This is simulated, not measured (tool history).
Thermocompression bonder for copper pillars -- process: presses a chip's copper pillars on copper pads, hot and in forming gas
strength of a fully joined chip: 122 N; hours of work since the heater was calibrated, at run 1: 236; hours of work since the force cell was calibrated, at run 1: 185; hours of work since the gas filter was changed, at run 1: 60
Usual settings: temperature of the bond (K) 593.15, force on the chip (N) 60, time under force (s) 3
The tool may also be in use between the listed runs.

run,hour,temperature of the bond (K),force on the chip (N),time under force (s),hours of work since the heater was calibrated,hours of work since the force cell was calibrated,hours of work since the gas filter was changed,force that shears a chip off (N)
1,0,593.15,60,3,236,185,60,52.7
2,26.2,593.15,60,3,256,205,80,54.2
3,60.1,593.15,60,3,282,231,105,53.1
4,106,593.15,60,3,316,265,140,53.1
# hour 123.2: forming gas filter changed
5,131.4,593.15,60,7,335,284,6,71.7
6,156.2,593.15,90,7,353,302,25,88.3
7,191.5,593.15,90,7,380,329,51,88.8
8,238.4,593.15,90,7,415,364,87,88.4
9,283.8,593.15,90,7,449,398,121,88.6
10,307.1,593.15,60,3,467,416,138,53.3
# hour 326.2: forming gas filter changed
11,346.5,593.15,60,3,496,445,15,54.6
12,388.1,593.15,51,4,527,476,46,51.5
13,419.7,571.15,37,8,551,500,70,41.9
14,467,571.15,69,8,586,535,106,64.4
15,494.6,571.15,69,8,607,556,126,64.3
# hour 528.3: forming gas filter changed
16,529,597.15,82,7,632,581,0,85.5
17,577.2,567.15,49,2,669,618,37,27.5
18,626.4,567.15,49,2,706,655,74,27.7
19,656.1,567.15,49,2,728,677,96,27.3
20,676.9,593.15,60,2,743,692,111,45

Predict each of these 5 candidate next runs independently; none follows another, all start after run 20:
A,704.7,605.15,74,5,764,713,132,?
B,704.7,593.15,40,2,764,713,132,?
C,704.7,604.15,78,2,764,713,132,?
D,704.7,618.15,88,2,764,713,132,?
E,704.7,564.15,40,2,764,713,132,?

run,force that shears a chip off (N)
A,80.6
B,33
C,62.6
D,76.2
E,21.4
Take away the tool's hidden state, keep each run's random variation, and the runs would have read:
run,force that shears a chip off (N)
A,81.1
B,33.2
C,63
D,76.7
E,21.5

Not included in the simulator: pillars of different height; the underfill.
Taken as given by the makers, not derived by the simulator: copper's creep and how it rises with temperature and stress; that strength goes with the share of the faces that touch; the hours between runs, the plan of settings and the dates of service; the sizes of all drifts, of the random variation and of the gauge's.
